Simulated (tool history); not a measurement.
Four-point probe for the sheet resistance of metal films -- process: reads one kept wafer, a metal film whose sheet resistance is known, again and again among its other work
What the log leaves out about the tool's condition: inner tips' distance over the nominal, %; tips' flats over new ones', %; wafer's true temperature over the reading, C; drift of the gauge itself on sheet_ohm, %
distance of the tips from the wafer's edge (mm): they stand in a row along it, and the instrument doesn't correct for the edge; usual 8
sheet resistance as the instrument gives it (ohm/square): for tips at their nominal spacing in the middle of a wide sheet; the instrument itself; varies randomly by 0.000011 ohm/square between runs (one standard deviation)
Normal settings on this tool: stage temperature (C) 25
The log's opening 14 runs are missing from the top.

| run | hour | stage temperature (C) | distance of the tips from the wafer's edge (mm) | touches since the probe head was changed | hours of work since the stage's thermometer was calibrated | sheet resistance as the instrument gives it (ohm/square) |
|---|---|---|---|---|---|---|
| 15 | 163.6 | 25 | 8 | 31078 | 341 | 0.053125 |
| 16 | 175.6 | 25 | 8 | 31323 | 346 | 0.053154 |
| 17 | 187 | 25 | 8 | 31556 | 351 | 0.053148 |
| 18 | 194.7 | 25 | 8 | 31715 | 354 | 0.053153 |
| 19 | 210.9 | 26 | 14 | 32047 | 361 | 0.053066 |
| 20 | 224.1 | 23 | 14 | 32316 | 367 | 0.053028 |
| 21 | 236.3 | 23 | 5 | 32567 | 372 | 0.053297 |
| 22 | 253.5 | 34 | 23 | 32920 | 379 | 0.05315 |
| 23 | 269.1 | 30 | 3 | 33239 | 386 | 0.053889 |
| 24 | 284.7 | 20 | 44 | 33558 | 393 | 0.052974 |
| 25 | 293.3 | 25 | 52 | 33735 | 397 | 0.053018 |
| 26 | 309.9 | 24 | 33 | 34075 | 404 | 0.053017 |
| 27 | 322.3 | 19 | 5 | 34330 | 409 | 0.053222 |

Run 28 has not been measured yet. What should we expect?
| 28 | 335.5 | 19 | 5 | 34600 | 415 | ? |

sheet resistance as the instrument gives it (ohm/square): 0.053223
Without the tool's hidden state the same run would have given sheet resistance as the instrument gives it (ohm/square) 0.053219.

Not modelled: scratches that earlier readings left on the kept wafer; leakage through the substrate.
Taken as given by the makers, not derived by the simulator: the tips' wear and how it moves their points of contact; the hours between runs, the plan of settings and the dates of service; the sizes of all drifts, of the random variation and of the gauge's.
